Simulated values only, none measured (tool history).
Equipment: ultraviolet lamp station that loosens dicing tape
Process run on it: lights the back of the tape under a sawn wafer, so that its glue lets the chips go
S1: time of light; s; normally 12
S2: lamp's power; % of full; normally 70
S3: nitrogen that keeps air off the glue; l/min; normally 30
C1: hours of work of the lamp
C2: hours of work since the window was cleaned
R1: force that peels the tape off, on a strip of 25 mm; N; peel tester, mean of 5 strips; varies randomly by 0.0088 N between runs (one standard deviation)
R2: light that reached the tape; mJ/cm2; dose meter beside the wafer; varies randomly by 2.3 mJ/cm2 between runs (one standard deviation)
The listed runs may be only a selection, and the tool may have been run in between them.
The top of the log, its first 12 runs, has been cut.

| run | hour | S1 | S2 | S3 | C1 | C2 | R1 | R2 |
|---|---|---|---|---|---|---|---|---|
| 13 | 591.4 | 12 | 68 | 30 | 621 | 151 | 0.665 | 136 |
| 14 | 637.3 | 12 | 68 | 30 | 650 | 179 | 0.739 | 134 |
| 15 | 675.2 | 10 | 70 | 30 | 673 | 203 | 0.936 | 111 |
|  | 704.3 | window cleaned of glue's vapour |
| 16 | 717 | 12 | 70 | 30 | 699 | 8 | 0.59 | 153 |
| 17 | 769 | 12 | 82 | 30 | 732 | 40 | 0.509 | 170 |
| 18 | 808.3 | 8 | 70 | 30 | 756 | 65 | 1.162 | 92 |
| 19 | 864 | 8 | 70 | 30 | 791 | 100 | 1.235 | 88 |
| 20 | 917.3 | 12 | 94 | 30 | 825 | 133 | 0.513 | 173 |
| 21 | 965 | 23 | 72 | 18 | 855 | 163 | 0.435 | 239 |
| 22 | 1015.3 | 12 | 71 | 19 | 886 | 195 | 1.125 | 122 |
|  | 1055.2 | window cleaned of glue's vapour |
| 23 | 1055.2 | 12 | 71 | 19 | 911 | 0 | 0.923 | 137 |
| 24 | 1104.7 | 17 | 85 | 20 | 942 | 31 | 0.448 | 220 |
| 25 | 1162.6 | 17 | 85 | 20 | 978 | 67 | 0.469 | 207 |
|  | 1190.5 | lamp changed |
| 26 | 1209.9 | 21 | 79 | 31 | 12 | 96 | 0.246 | 392 |
| 27 | 1244.4 | 15 | 88 | 14 | 34 | 118 | 0.367 | 304 |
| 28 | 1283.4 | 15 | 88 | 14 | 58 | 142 | 0.365 | 291 |
| 29 | 1330.7 | 19 | 70 | 17 | 88 | 172 | 0.358 | 286 |
| 30 | 1394.4 | 19 | 84 | 17 | 128 | 212 | 0.293 | 323 |
|  | 1406.4 | window cleaned of glue's vapour |
| 31 | 1457 | 8 | 69 | 19 | 166 | 32 | 1.009 | 126 |
| 32 | 1520 | 6 | 70 | 30 | 206 | 71 | 1.198 | 93 |

Below are 5 alternative next runs, each starting from the tool's condition after run 32. Predict each:
| A | 1574.8 | 8 | 70 | 30 | 240 | 105 | ? | ? |
| B | 1574.8 | 21 | 85 | 30 | 240 | 105 | ? | ? |
| C | 1574.8 | 16 | 70 | 30 | 240 | 105 | ? | ? |
| D | 1574.8 | 18 | 81 | 35 | 240 | 105 | ? | ? |
| E | 1574.8 | 12 | 70 | 22 | 240 | 105 | ? | ? |

| run | R1 | R2 |
|---|---|---|
| A | 0.863 | 119 |
| B | 0.238 | 380 |
| C | 0.334 | 238 |
| D | 0.262 | 308 |
| E | 0.573 | 176 |
Without the tool's hidden state the same runs would have given:
| run | R1 | R2 |
|---|---|---|
| A | 0.648 | 146 |
| B | 0.231 | 466 |
| C | 0.28 | 291 |
| D | 0.247 | 376 |
| E | 0.428 | 216 |
